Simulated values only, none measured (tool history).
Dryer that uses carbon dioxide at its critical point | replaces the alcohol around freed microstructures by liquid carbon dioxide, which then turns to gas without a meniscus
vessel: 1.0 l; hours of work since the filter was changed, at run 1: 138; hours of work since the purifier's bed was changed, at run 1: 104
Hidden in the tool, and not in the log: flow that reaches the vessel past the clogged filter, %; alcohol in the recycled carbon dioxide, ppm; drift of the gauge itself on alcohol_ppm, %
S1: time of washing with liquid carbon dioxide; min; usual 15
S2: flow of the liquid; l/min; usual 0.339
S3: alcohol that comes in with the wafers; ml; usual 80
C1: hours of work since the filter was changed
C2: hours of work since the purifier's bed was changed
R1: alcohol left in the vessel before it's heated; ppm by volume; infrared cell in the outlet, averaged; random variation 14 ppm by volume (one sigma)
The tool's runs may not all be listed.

run 1 day=0.000 | S1=15 S2=0.339 S3=80 | C1=138 C2=104 | R1=1224
run 2 day=0.592 | S1=15 S2=0.339 S3=80 | C1=147 C2=114 | R1=1225
run 3 day=1.712 | S1=15 S2=0.339 S3=80 | C1=166 C2=132 | R1=1274
run 4 day=2.342 | S1=15 S2=0.339 S3=80 | C1=176 C2=142 | R1=1327
run 5 day=3.188 | S1=15 S2=0.410 S3=80 | C1=189 C2=156 | R1=632
run 6 day=3.712 | S1=15 S2=0.339 S3=80 | C1=198 C2=164 | R1=1409
run 7 day=4.292 | S1=15 S2=0.246 S3=80 | C1=207 C2=173 | R1=4175
run 8 day=5.325 | S1=15 S2=0.246 S3=80 | C1=224 C2=190 | R1=4212
run 9 day=6.288 | S1=15 S2=0.246 S3=80 | C1=239 C2=206 | R1=4341
run 10 day=7.367 | S1=15 S2=0.246 S3=80 | C1=257 C2=223 | R1=4405
run 11 day=8.229 | S1=15 S2=0.246 S3=80 | C1=271 C2=237 | R1=4658
run 12 day=9.304 | S1=15 S2=0.246 S3=21 | C1=288 C2=254 | R1=1269
run 13 day=10.412 | S1=13 S2=0.246 S3=21 | C1=306 C2=272 | R1=1905
run 14 day=11.142 | S1=13 S2=0.246 S3=21 | C1=318 C2=284 | R1=1920
run 15 day=11.754 | S1=13 S2=0.246 S3=21 | C1=327 C2=294 | R1=1979
-- day=11.983 inlet filter changed
run 16 day=12.467 | S1=18 S2=0.339 S3=80 | C1=8 C2=305 | R1=397
run 17 day=13.004 | S1=19 S2=0.471 S3=25 | C1=16 C2=313 | R1=70
run 18 day=14.183 | S1=19 S2=0.471 S3=46 | C1=36 C2=332 | R1=79
run 19 day=14.833 | S1=15 S2=0.491 S3=80 | C1=46 C2=343 | R1=208
run 20 day=15.742 | S1=15 S2=0.491 S3=80 | C1=61 C2=357 | R1=212
run 21 day=16.329 | S1=18 S2=0.382 S3=44 | C1=70 C2=367 | R1=185
run 22 day=17.367 | S1=18 S2=0.382 S3=44 | C1=87 C2=384 | R1=184
run 23 day=18.567 | S1=10 S2=0.511 S3=80 | C1=106 C2=403 | R1=1236
run 24 day=19.496 | S1=15 S2=0.291 S3=41 | C1=121 C2=418 | R1=1089
run 25 day=20.417 | S1=15 S2=0.291 S3=41 | C1=136 C2=433 | R1=1082
run 26 day=21.092 | S1=12 S2=0.222 S3=41 | C1=147 C2=444 | R1=4322
run 27 day=21.746 | S1=17 S2=0.222 S3=30 | C1=157 C2=454 | R1=1331
run 28 day=22.638 | S1=17 S2=0.222 S3=30 | C1=172 C2=469 | R1=1318
run 29 day=23.533 | S1=13 S2=0.272 S3=44 | C1=186 C2=483 | R1=2567

Forecast each of these 5 alternatives for the next run:
run A day=24.267 | S1=20 S2=0.339 S3=80 | C1=198 C2=495 | R1=?
run B day=24.267 | S1=23 S2=0.227 S3=23 | C1=198 C2=495 | R1=?
run C day=24.267 | S1=13 S2=0.313 S3=61 | C1=198 C2=495 | R1=?
run D day=24.267 | S1=13 S2=0.272 S3=44 | C1=198 C2=495 | R1=?
run E day=24.267 | S1=13 S2=0.229 S3=30 | C1=198 C2=495 | R1=?

run=A R1=432
run=B R1=418
run=C R1=2414
run=D R1=2611
run=E R1=2708
Without the tool's hidden state the same runs would have given:
run=A R1=187
run=B R1=210
run=C R1=1589
run=D R1=1806
run=E R1=1974
